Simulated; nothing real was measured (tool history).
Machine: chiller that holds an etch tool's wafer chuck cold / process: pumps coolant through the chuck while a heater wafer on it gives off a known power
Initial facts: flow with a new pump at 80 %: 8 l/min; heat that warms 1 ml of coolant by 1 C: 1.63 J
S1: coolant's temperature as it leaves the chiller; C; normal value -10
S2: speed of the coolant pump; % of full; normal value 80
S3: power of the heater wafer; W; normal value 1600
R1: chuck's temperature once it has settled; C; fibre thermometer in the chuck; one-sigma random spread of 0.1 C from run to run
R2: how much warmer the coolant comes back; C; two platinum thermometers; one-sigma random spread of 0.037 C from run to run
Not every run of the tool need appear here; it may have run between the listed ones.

Run 1, hour 0: usual settings. Result: R1 3.3 C, R2 7.83 C.
Run 2, hour 22.6: usual settings. Result: R1 3.2 C, R2 7.93 C.
Run 3, hour 45.8: usual settings. Result: R1 3.2 C, R2 7.89 C.
Run 4, hour 85.8: usual settings. Result: R1 3.2 C, R2 7.9 C.
Run 5, hour 129: usual settings but S3 1685 W. Result: R1 4.1 C, R2 8.34 C.
Run 6, hour 173.6: usual settings but S3 1685 W. Result: R1 4.1 C, R2 8.34 C.
Run 7, hour 218: usual settings but S3 1685 W. Result: R1 4 C, R2 8.38 C.
Run 8, hour 241.6: usual settings but S3 1685 W. Result: R1 4.3 C, R2 8.43 C.
Run 9, hour 275.8: usual settings but S3 1685 W. Result: R1 4.2 C, R2 8.48 C.
Run 10, hour 310.9: usual settings but S2 95 % of full. Result: R1 2 C, R2 6.7 C.
Run 11, hour 333.8: usual settings but S2 95 % of full. Result: R1 2.1 C, R2 6.65 C.
Run 12, hour 374.5: usual settings but S2 95 % of full. Result: R1 1.8 C, R2 6.65 C.
Run 13, hour 399.2: usual settings but S2 95 % of full. Result: R1 2 C, R2 6.73 C.
Run 14, hour 446.6: usual settings but S2 79 % of full. Result: R1 3.9 C, R2 8.12 C.
Run 15, hour 494.5: usual settings. Result: R1 3.8 C, R2 8.1 C.
Run 16, hour 514.5: usual settings. Result: R1 3.9 C, R2 8.05 C.
Run 17, hour 550.2: usual settings but S1 -9 C, S2 72 % of full, S3 1166 W. Result: R1 2 C, R2 6.64 C.
At hour 554.1: chiller's thermometer calibrated.
Run 18, hour 581.8: usual settings but S1 -4 C, S2 74 % of full, S3 1166 W. Result: R1 7 C, R2 6.33 C.
Run 19, hour 630.1: usual settings but S1 -15 C, S2 74 % of full, S3 926 W. Result: R1 -5.9 C, R2 5.05 C.
Run 20, hour 650.2: usual settings but S1 -15 C, S2 74 % of full, S3 926 W. Result: R1 -5.8 C, R2 5.13 C.
Run 21, hour 675.5: usual settings but S1 -6 C, S3 1632 W. Result: R1 8.7 C, R2 8.24 C.
At hour 710.2: chiller's thermometer calibrated, once more.
Run 22, hour 713.7: usual settings but S1 -6 C, S3 1632 W. Result: R1 7.7 C, R2 8.34 C.
Run 23, hour 741.3: usual settings but S1 -6 C, S3 1632 W. Result: R1 7.7 C, R2 8.21 C.
Run 24, hour 786.2: usual settings but S2 65 % of full, S3 981 W. Result: R1 -0.3 C, R2 6.24 C.
Run 25, hour 812.9: usual settings but S2 65 % of full, S3 981 W. Result: R1 -0.2 C, R2 6.2 C.
Run 26, hour 856.8: usual settings but S2 67 % of full, S3 1466 W. Result: R1 4.4 C, R2 9 C.
Run 27, hour 897.7: usual settings but S2 62 % of full. Result: R1 6.8 C, R2 10.69 C.
Run 28, hour 940.7: usual settings but S2 62 % of full. Result: R1 7 C, R2 10.68 C.
Run 29, hour 979.8: usual settings but S1 -9 C, S2 62 % of full. Result: R1 7.8 C, R2 10.79 C.
Run 30, hour 1010.4: usual settings but S1 -13 C, S2 67 % of full, S3 1618 W. Result: R1 3 C, R2 10.03 C.
Run 31, hour 1052.9: usual settings but S1 -19 C, S2 66 % of full, S3 825 W. Result: R1 -10.6 C, R2 5.18 C.

4 ways to go on from here, each from the tool as it stands after run 31. What would each give?
Run A, hour 1080.6: usual settings but S1 -19 C, S2 87 % of full, S3 1743 W. Result: R1 ?, R2 ?.
Run B, hour 1080.6: usual settings but S1 -6 C, S2 66 % of full, S3 1861 W. Result: R1 ?, R2 ?.
Run C, hour 1080.6: usual settings but S2 76 % of full. Result: R1 ?, R2 ?.
Run D, hour 1080.6: usual settings but S1 -12 C, S2 83 % of full, S3 1322 W. Result: R1 ?, R2 ?.

run    R1     R2
  A  -4.7   8.22
  B    13  11.81
  C   4.6   8.71
  D  -0.8   6.51
Take away the tool's hidden state, keep each run's random variation, and the runs would have read:
run    R1     R2
  A  -6.9   7.33
  B  10.2  10.54
  C   2.4   7.77
  D  -2.5   5.81
